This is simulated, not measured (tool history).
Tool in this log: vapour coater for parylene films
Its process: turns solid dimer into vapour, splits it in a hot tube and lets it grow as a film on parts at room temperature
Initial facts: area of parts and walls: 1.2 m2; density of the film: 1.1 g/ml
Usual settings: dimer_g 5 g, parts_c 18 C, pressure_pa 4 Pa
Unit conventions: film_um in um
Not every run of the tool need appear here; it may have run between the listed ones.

run   hour  dimer_g  parts_c  pressure_pa  film_um
  1      0        5       18            4    2.395
  2   17.4        5       18            4    2.388
  3   32.6        5       18            4    2.385
  4   56.8        5       18            4    2.378
  5   74.7        5       18            4    2.375
  6   93.9        5       18            4    2.366
  7  110.8        5       18            4    2.358
  8  126.5        5       18         4.93    2.272
  9  139.9        5       18         4.93    2.271
 10  164.7        5       18         4.93    2.267
 11    184        5       18         4.93    2.254
 12    204        5       18         4.93    2.244
 13  224.7        5       18         4.93    2.242
 14  244.2        5       22            4    2.105
 15  256.3        5       18            4    2.319
 16  268.6        5       18            4    2.333
 17  287.5        5       26            4    1.877
 18  297.9        5       26            4    1.881
 19  310.3        5       26            4    1.882
 20  322.3        2       26         2.78    0.805
 21  335.9        7       18            4    3.226
 22  355.3        5       18         9.57    1.932
 23  377.6        5       22         2.05    2.371
 24  398.8        8       18          2.8    4.223
 25  412.6        4       18         3.92    1.968
 26  436.5        5       18            4    2.444
 27  451.2        4       13         5.47    2.101
 28  473.4        4       13         5.47    2.088
 29  490.5        4       13         5.47    2.089
 30  514.9        4       13         5.47    2.084
 31  530.8        5       14         2.29    3.015
 32  554.1        4       27         4.35    1.512
 33  579.4        6       15         4.77    3.018
 34  590.1        9       15         9.34    3.963
 35  610.5        9       12         8.15    4.401
 36  632.5        3       29         8.15    0.935
 37  651.9        5       11         3.39    2.987

Between the runs listed above, the log contained 1 entry, not reproduced here. Where in the sequence does each belong, and how does what the log doesn't record of the tool's condition differ from the listed run before to the listed run after?
In the gap between runs 23 and 24: trap's valve overhauled (hour 389.7)
  vapour lost through the trap's worn valve, %: 6.6 -> 0.2
  measured less the result without the state, film_um: -0.144 -> +0.028 um
